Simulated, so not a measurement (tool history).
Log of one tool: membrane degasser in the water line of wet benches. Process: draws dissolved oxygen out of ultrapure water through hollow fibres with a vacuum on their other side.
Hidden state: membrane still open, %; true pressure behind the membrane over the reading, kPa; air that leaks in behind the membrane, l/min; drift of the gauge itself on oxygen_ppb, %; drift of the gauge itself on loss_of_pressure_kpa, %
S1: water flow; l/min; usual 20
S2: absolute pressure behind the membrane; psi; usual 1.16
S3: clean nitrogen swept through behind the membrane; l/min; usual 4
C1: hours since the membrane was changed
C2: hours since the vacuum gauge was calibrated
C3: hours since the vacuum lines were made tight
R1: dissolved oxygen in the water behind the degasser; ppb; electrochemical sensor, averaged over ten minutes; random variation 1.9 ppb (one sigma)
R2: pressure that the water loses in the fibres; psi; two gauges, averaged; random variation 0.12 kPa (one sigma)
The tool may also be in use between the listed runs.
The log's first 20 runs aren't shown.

{"run": 21, "hour": 832.1, "S1": 16, "S2": 2.023, "S3": 4.94, "C1": 2757, "C2": 1909, "C3": 9090, "R1": 161.7, "R2": 3.266}
{"run": 22, "hour": 887.9, "S1": 30, "S2": 1.16, "S3": 9.03, "C1": 2813, "C2": 1965, "C3": 9146, "R1": 310.5, "R2": 6.128}
{"run": 23, "hour": 927.1, "S1": 30, "S2": 1.16, "S3": 9.03, "C1": 2852, "C2": 2004, "C3": 9185, "R1": 318.9, "R2": 6.151}
{"run": 24, "hour": 965.7, "S1": 30, "S2": 1.16, "S3": 9.03, "C1": 2891, "C2": 2042, "C3": 9224, "R1": 311.6, "R2": 6.134}
{"run": 25, "hour": 1001.6, "S1": 30, "S2": 1.16, "S3": 9.03, "C1": 2927, "C2": 2078, "C3": 9260, "R1": 314, "R2": 6.142}
{"run": 26, "hour": 1040.8, "S1": 24, "S2": 0.753, "S3": 6.74, "C1": 2966, "C2": 2118, "C3": 9299, "R1": 204.1, "R2": 4.936}
{"run": 27, "hour": 1082.3, "S1": 14, "S2": 0.795, "S3": 6.74, "C1": 3007, "C2": 2159, "C3": 9340, "R1": 69.5, "R2": 2.872}
{"run": 28, "hour": 1124.0, "S1": 15, "S2": 2.429, "S3": 6.12, "C1": 3049, "C2": 2201, "C3": 9382, "R1": 150.6, "R2": 3.075}
{"run": 29, "hour": 1160.8, "S1": 29, "S2": 2.638, "S3": 3.17, "C1": 3086, "C2": 2238, "C3": 9419, "R1": 569.8, "R2": 5.928}
{"run": 30, "hour": 1213.5, "S1": 29, "S2": 2.638, "S3": 3.17, "C1": 3138, "C2": 2290, "C3": 9471, "R1": 558.6, "R2": 5.925}
{"run": 31, "hour": 1246.7, "S1": 17, "S2": 2.706, "S3": 6.78, "C1": 3172, "C2": 2323, "C3": 9505, "R1": 182.9, "R2": 3.52}
{"run": 32, "hour": 1282.7, "S1": 19, "S2": 0.953, "S3": 4, "C1": 3208, "C2": 2360, "C3": 9541, "R1": 157.6, "R2": 3.899}
{"run": 33, "hour": 1309.1, "S1": 17, "S2": 1.16, "S3": 3.17, "C1": 3234, "C2": 2386, "C3": 9567, "R1": 153.3, "R2": 3.461}

Forecast each of these 3 alternatives for the next run:
{"run": "A", "hour": 1350.1, "S1": 20, "S2": 1.771, "S3": 1.63, "C1": 3275, "C2": 2427, "C3": 9608, "R1": "?", "R2": "?"}
{"run": "B", "hour": 1350.1, "S1": 21, "S2": 2.746, "S3": 2.4, "C1": 3275, "C2": 2427, "C3": 9608, "R1": "?", "R2": "?"}
{"run": "C", "hour": 1350.1, "S1": 24, "S2": 0.772, "S3": 2.84, "C1": 3275, "C2": 2427, "C3": 9608, "R1": "?", "R2": "?"}

run=A R1=383.8 R2=4.134
run=B R1=450.7 R2=4.303
run=C R1=225.2 R2=4.915
Without the tool's hidden state the same runs would have given:
run=A R1=383.4 R2=4.055
run=B R1=450.2 R2=4.221
run=C R1=224.8 R2=4.821
